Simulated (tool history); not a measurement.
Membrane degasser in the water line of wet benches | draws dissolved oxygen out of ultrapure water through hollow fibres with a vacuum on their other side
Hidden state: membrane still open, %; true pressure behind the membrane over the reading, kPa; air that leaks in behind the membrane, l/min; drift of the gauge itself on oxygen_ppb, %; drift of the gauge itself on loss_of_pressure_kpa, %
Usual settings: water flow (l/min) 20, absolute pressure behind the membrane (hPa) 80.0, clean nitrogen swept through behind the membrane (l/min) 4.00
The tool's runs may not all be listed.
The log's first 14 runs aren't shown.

run	hour	water flow (l/min)	absolute pressure behind the membrane (hPa)	clean nitrogen swept through behind the membrane (l/min)	hours since the membrane was changed	hours since the vacuum gauge was calibrated	hours since the vacuum lines were made tight	dissolved oxygen in the water behind the degasser (ppb)	pressure that the water loses in the fibres (hPa)
15	1921.1	20	80.0	4.00	7638	2880	900	67.3	557.2
16	2009.2	20	80.0	4.00	7726	2968	988	68.1	555.7
17	2088.2	20	80.0	4.00	7805	3047	1067	65.7	555.7
18	2216.9	25	80.0	6.00	7934	3176	1196	69.0	696.1
19	2389.5	20	80.0	4.30	8107	3349	1368	62.1	559.2
20	2499.6	20	80.0	4.30	8217	3459	1478	62.6	563.8
21	2629.3	25	72.0	1.93	8347	3588	1608	138.9	700.1
22	2793.3	25	72.0	1.93	8511	3752	1772	138.8	702.6
23	2888.4	23	72.0	1.93	8606	3847	1867	124.9	648.8
24	2990.4	13	92.2	1.67	8708	3949	1969	111.0	364.0
25	3082.4	20	69.1	4.00	8800	4041	2061	52.4	555.9
26	3190.0	18	80.0	3.69	8907	4149	2169	61.7	506.9
27	3314.3	18	80.0	3.69	9031	4273	2293	63.3	507.0
28	3408.0	18	80.0	3.69	9125	4367	2387	62.5	508.7
29	3494.2	20	76.1	4.00	9211	4453	2473	62.3	558.8
30	3662.7	14	54.4	2.92	9380	4622	2641	28.1	393.4
31	3822.9	31	61.4	2.92	9540	4782	2802	117.3	880.6

4 ways to go on from here, each from the tool as it stands after run 31. What would each give?
A	3932.2	13	122.4	2.92	9649	4891	2911	?	?
B	3932.2	30	61.4	2.92	9649	4891	2911	?	?
C	3932.2	15	171.2	2.79	9649	4891	2911	?	?
D	3932.2	20	59.2	1.67	9649	4891	2911	?	?

run	dissolved oxygen in the water behind the degasser (ppb)	pressure that the water loses in the fibres (hPa)
A	98.9	365.2
B	109.8	845.4
C	179.6	426.0
D	83.8	562.4
Without the tool's hidden state the same runs would have given:
run	dissolved oxygen in the water behind the degasser (ppb)	pressure that the water loses in the fibres (hPa)
A	98.9	358.3
B	109.5	829.5
C	179.5	418.0
D	83.6	551.7
